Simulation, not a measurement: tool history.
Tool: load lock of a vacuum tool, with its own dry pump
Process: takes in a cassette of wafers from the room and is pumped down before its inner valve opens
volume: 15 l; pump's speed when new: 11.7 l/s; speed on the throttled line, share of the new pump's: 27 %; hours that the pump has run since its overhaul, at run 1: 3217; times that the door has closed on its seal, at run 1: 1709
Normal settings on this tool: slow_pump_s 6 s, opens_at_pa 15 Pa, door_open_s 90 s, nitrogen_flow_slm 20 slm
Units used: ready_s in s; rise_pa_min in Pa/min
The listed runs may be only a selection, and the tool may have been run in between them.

run	hour	slow_pump_s	opens_at_pa	door_open_s	nitrogen_flow_slm	hours that the pump has run since its overhaul	times that the door has closed on its seal	incoming humidity of the room's air, %	ready_s	rise_pa_min
1	0	6	15	90	20	3217	1709	44	16.2	0.069
2	107.5	6	15	90	20	3325	1999	49.4	16.1	0.083
3	276	6	15	90	20	3493	2455	45.6	16.2	0.072
4	454.9	6	15	90	20	3672	2938	47.7	16.1	0.077
5	581.5	6	15	90	20	3799	3280	43.7	16.3	0.074
6	685.7	6	15	90	20	3903	3562	44.1	15.7	0.076
7	836.5	6	15	90	20	4054	3969	41.6	16.2	0.077
8	940.3	6	15	90	20	4158	4250	45.6	16.1	0.078
9	1179.6	6	15	90	20	4397	4896	44.1	16.4	0.085
10	1290	6	15	90	20	4507	5195	46.5	15.7	0.077
11	1519.2	6	20	90	20	4736	5814	44.3	15.8	0.075
12	1743.1	6	20	90	20	4960	6419	44.5	15.5	0.082
13	1934	6	20	90	20	5151	6935	43.3	16.2	0.082
14	2104.5	6	20	90	20	5322	7395	47.2	16.3	0.087
15	2239	6	15	90	20	5456	7759	44.5	16.8	0.082
16	2397.4	6	15	45	32	5615	8187	50.1	17.1	0.062
17	2569.7	6	15	45	32	5787	8652	47.2	16.5	0.058
18	2706.1	6	15	45	32	5923	9021	44.3	16.7	0.052
19	2809.5	6	19	45	23	6027	9300	45.8	16.5	0.064
20	2940.6	6	19	45	10	6158	9655	43.2	16.7	0.077
21	3125.7	6	12	44	10	6343	10155	46.9	17.3	0.077
22	3266.3	3	27	44	10	6483	10534	43.9	13.7	0.077
23	3497.7	10	11	90	20	6715	11160	47.3	20.4	0.1
24	3735.7	10	10	70	5	6953	11803	43.1	20.2	0.108
25	3885.9	6	27	90	5	7103	12208	43.5	16.4	0.127
26	3997.1	6	26	132	27	7214	12509	45	16.7	0.108
27	4198.3	6	24	90	45	7416	13053	44.5	15.8	0.068
28	4414.8	6	24	90	45	7632	13638	43	16	0.08
29	4625.7	10	24	64	45	7843	14208	48.3	19.1	0.076

3 options for the next run, each taken on its own from the tool as it stands now. Forecast them:
A	4776	10	16	45	20	7993	14614	45.5	?	?
B	4776	6	15	71	5	7993	14614	45.5	?	?
C	4776	10	18	64	45	7993	14614	44	?	?

run	ready_s	rise_pa_min
A	20.1	0.074
B	16.8	0.127
C	19.5	0.074
Take away the tool's hidden state, keep each run's random variation, and the runs would have read:
run	ready_s	rise_pa_min
A	19	0.041
B	15.6	0.093
C	18.5	0.04

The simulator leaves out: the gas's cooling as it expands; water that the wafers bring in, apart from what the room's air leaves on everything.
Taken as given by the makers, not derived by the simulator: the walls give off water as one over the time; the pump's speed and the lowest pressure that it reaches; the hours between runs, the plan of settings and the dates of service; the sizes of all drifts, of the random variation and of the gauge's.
